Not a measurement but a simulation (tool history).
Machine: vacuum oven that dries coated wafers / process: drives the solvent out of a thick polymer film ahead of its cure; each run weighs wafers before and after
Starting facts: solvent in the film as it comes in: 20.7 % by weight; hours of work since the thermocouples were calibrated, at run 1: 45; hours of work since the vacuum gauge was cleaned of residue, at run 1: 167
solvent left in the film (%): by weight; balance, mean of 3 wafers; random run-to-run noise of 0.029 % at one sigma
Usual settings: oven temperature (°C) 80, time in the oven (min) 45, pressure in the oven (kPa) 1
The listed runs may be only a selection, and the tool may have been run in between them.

run	hour	oven temperature (°C)	time in the oven (min)	pressure in the oven (kPa)	hours of work since the thermocouples were calibrated	hours of work since the vacuum gauge was cleaned of residue	solvent left in the film (%)
1	0	80	45	1	45	167	1.68
2	9.3	80	37	1	51	172	2.34
3	25.4	80	37	1	59	181	2.31
4	32.3	80	45	1	63	185	1.65
5	47.1	87	45	1	71	193	0.84
6	57.9	87	45	1	77	199	0.89
7	68.2	87	45	1	83	205	0.95
8	76.3	87	45	1	87	209	0.95
9	83.8	87	45	0.54	91	213	0.7
10	94.5	91	45	0.54	97	219	0.48
11	105	80	35	1	103	225	2.57
12	113.4	80	35	1	107	229	2.6
13	125.5	79	45	1	114	236	1.75
14	132.6	80	45	1	118	240	1.64
15	142.2	80	45	1	123	245	1.62
16	155.7	80	77	1	130	252	0.74
17	163.7	80	77	1	135	257	0.77
18	170.4	80	77	1	138	260	0.75
19	181.3	80	79	1	144	266	0.74
20	192.8	80	79	1	151	272	0.76
21	199.9	80	79	1	154	276	0.72
22	213.6	80	79	1	162	284	0.74
23	227.9	80	79	1	170	292	0.75
24	242.1	80	79	1	177	299	0.71
25	252.2	90	33	0.61	183	305	1.11
26	265	74	26	0.75	190	312	5.3
27	273.5	80	39	3.06	195	316	3.15
28	286.6	80	34	0.63	202	324	2.45
29	300.9	80	45	1.15	209	331	1.73
30	309.3	80	45	1.15	214	336	1.75
31	323.2	74	45	2.56	222	344	3.66
32	333.1	80	45	0.56	227	349	1.42
33	341.2	73	57	0.56	231	353	1.64
34	355.9	68	33	0.74	239	361	5.47
35	363.9	68	33	0.74	244	366	5.44
36	379.5	73	33	0.99	252	374	4.25
37	395.5	67	50	1.59	261	383	4.2
38	404.9	90	50	1.59	266	388	0.82
39	421.2	68	61	3.96	275	397	5.04
40	437.2	68	61	3.96	284	406	5.1
41	447.3	72	22	2.21	289	411	7.5
42	461	80	49	1	297	419	1.38
43	473.9	80	49	1	304	426	1.37
44	487.4	93	27	3.29	311	433	2.16
45	500.3	80	56	0.61	318	440	0.9
46	507.6	80	56	0.61	322	444	0.88
47	518.1	80	56	0.61	328	450	0.83

Each row is a separate what-if for the run after 47, all from the same tool condition, not one after another. Results?
A	525	89	75	1.22	332	453	?
B	525	71	24	1.16	332	453	?
C	525	72	45	1.79	332	453	?
D	525	85	36	0.89	332	453	?

run	solvent left in the film (%)
A	0.54
B	6.68
C	3.49
D	1.54
Take away the tool's hidden state, keep each run's random variation, and the runs would have read:
run	solvent left in the film (%)
A	0.52
B	6.83
C	3.59
D	1.6

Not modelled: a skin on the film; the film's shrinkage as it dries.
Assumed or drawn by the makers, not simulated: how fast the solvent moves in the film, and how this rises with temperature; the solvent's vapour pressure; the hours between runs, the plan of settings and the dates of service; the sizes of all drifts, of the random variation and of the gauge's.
